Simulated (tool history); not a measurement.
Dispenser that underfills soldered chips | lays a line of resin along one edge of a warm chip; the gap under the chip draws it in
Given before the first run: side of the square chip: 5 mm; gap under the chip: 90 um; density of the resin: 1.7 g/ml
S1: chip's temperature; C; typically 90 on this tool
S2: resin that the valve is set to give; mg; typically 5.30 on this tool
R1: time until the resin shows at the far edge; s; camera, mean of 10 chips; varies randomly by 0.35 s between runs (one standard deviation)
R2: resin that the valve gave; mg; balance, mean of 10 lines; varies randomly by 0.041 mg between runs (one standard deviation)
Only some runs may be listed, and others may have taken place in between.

run 1 hour=0.0 | S1=90 S2=5.30 | R1=20.6 R2=4.99
-- hour=6.2 new syringe of resin
run 2 hour=6.9 | S1=90 S2=5.30 | R1=18.1 R2=4.98
run 3 hour=12.3 | S1=90 S2=5.30 | R1=24.8 R2=5.01
-- hour=15.3 dispensing valve cleaned and set on the balance
-- hour=16.4 new syringe of resin
run 4 hour=18.8 | S1=91 S2=5.30 | R1=19.7 R2=5.32
run 5 hour=23.9 | S1=91 S2=5.30 | R1=27.0 R2=5.32
-- hour=25.0 new syringe of resin
run 6 hour=28.8 | S1=91 S2=5.30 | R1=21.5 R2=5.27
-- hour=33.5 new syringe of resin
run 7 hour=33.9 | S1=90 S2=5.30 | R1=18.1 R2=5.32
-- hour=42.1 new syringe of resin
run 8 hour=43.7 | S1=90 S2=5.30 | R1=19.3 R2=5.22
-- hour=51.2 new syringe of resin
run 9 hour=51.7 | S1=90 S2=5.30 | R1=17.6 R2=5.21
run 10 hour=57.5 | S1=90 S2=5.30 | R1=24.9 R2=5.26
-- hour=59.8 new syringe of resin
run 11 hour=62.3 | S1=96 S2=5.30 | R1=16.7 R2=5.22
-- hour=68.6 new syringe of resin
run 12 hour=71.3 | S1=90 S2=5.30 | R1=20.5 R2=5.15
-- hour=77.8 new syringe of resin
run 13 hour=79.0 | S1=90 S2=5.30 | R1=18.6 R2=5.18
run 14 hour=84.5 | S1=90 S2=5.30 | R1=26.9 R2=5.13
-- hour=86.5 new syringe of resin
run 15 hour=89.9 | S1=90 S2=5.30 | R1=21.2 R2=5.08
-- hour=95.1 new syringe of resin
run 16 hour=95.3 | S1=90 S2=5.61 | R1=18.3 R2=5.50
-- hour=104.1 new syringe of resin
run 17 hour=105.8 | S1=80 S2=5.12 | R1=28.5 R2=4.87
-- hour=112.6 new syringe of resin
run 18 hour=113.5 | S1=94 S2=6.72 | R1=15.5 R2=6.47
-- hour=121.7 new syringe of resin
run 19 hour=122.3 | S1=85 S2=5.09 | R1=22.2 R2=4.85
-- hour=130.5 new syringe of resin
run 20 hour=130.5 | S1=94 S2=5.62 | R1=14.6 R2=5.33
run 21 hour=136.0 | S1=94 S2=5.75 | R1=20.4 R2=5.38
-- hour=139.1 new syringe of resin
run 22 hour=143.7 | S1=84 S2=5.32 | R1=28.6 R2=5.06
-- hour=148.3 new syringe of resin
-- hour=152.0 dispensing valve cleaned and set on the balance
run 23 hour=152.8 | S1=84 S2=5.32 | R1=27.2 R2=5.28
-- hour=158.3 new syringe of resin
run 24 hour=159.8 | S1=98 S2=5.77 | R1=13.9 R2=5.75
-- hour=167.2 new syringe of resin
run 25 hour=169.8 | S1=87 S2=5.77 | R1=22.4 R2=5.64
-- hour=176.2 new syringe of resin
run 26 hour=177.6 | S1=85 S2=5.30 | R1=21.7 R2=5.17
run 27 hour=182.1 | S1=89 S2=6.41 | R1=24.6 R2=6.33
-- hour=185.0 new syringe of resin
run 28 hour=188.7 | S1=91 S2=4.91 | R1=22.0 R2=4.90
-- hour=193.7 new syringe of resin
run 29 hour=196.9 | S1=84 S2=5.70 | R1=26.0 R2=5.51
-- hour=202.4 new syringe of resin
run 30 hour=205.1 | S1=86 S2=6.48 | R1=23.7 R2=6.36
-- hour=211.1 new syringe of resin
run 31 hour=211.8 | S1=86 S2=5.32 | R1=20.6 R2=5.19
-- hour=220.0 new syringe of resin
run 32 hour=222.1 | S1=87 S2=6.58 | R1=21.3 R2=6.33

Alternative continuations, all from the tool just after run 32; predict every row:
-- hour=228.5 new syringe of resin
run A hour=229.8 | S1=87 S2=5.18 | R1=? R2=?
-- hour=228.5 new syringe of resin
run B hour=229.8 | S1=94 S2=4.67 | R1=? R2=?
-- hour=228.5 new syringe of resin
run C hour=229.8 | S1=90 S2=5.40 | R1=? R2=?
-- hour=228.5 new syringe of resin
run D hour=229.8 | S1=89 S2=6.78 | R1=? R2=?
-- hour=228.5 new syringe of resin
run E hour=229.8 | S1=85 S2=4.85 | R1=? R2=?

run=A R1=21.1 R2=4.99
run=B R1=16.2 R2=4.46
run=C R1=18.6 R2=5.16
run=D R1=18.3 R2=6.61
run=E R1=23.1 R2=4.64
Without the tool's unlogged condition, the same runs would have read:
run=A R1=19.9 R2=5.18
run=B R1=15.2 R2=4.63
run=C R1=17.5 R2=5.36
run=D R1=17.4 R2=6.86
run=E R1=21.7 R2=4.81
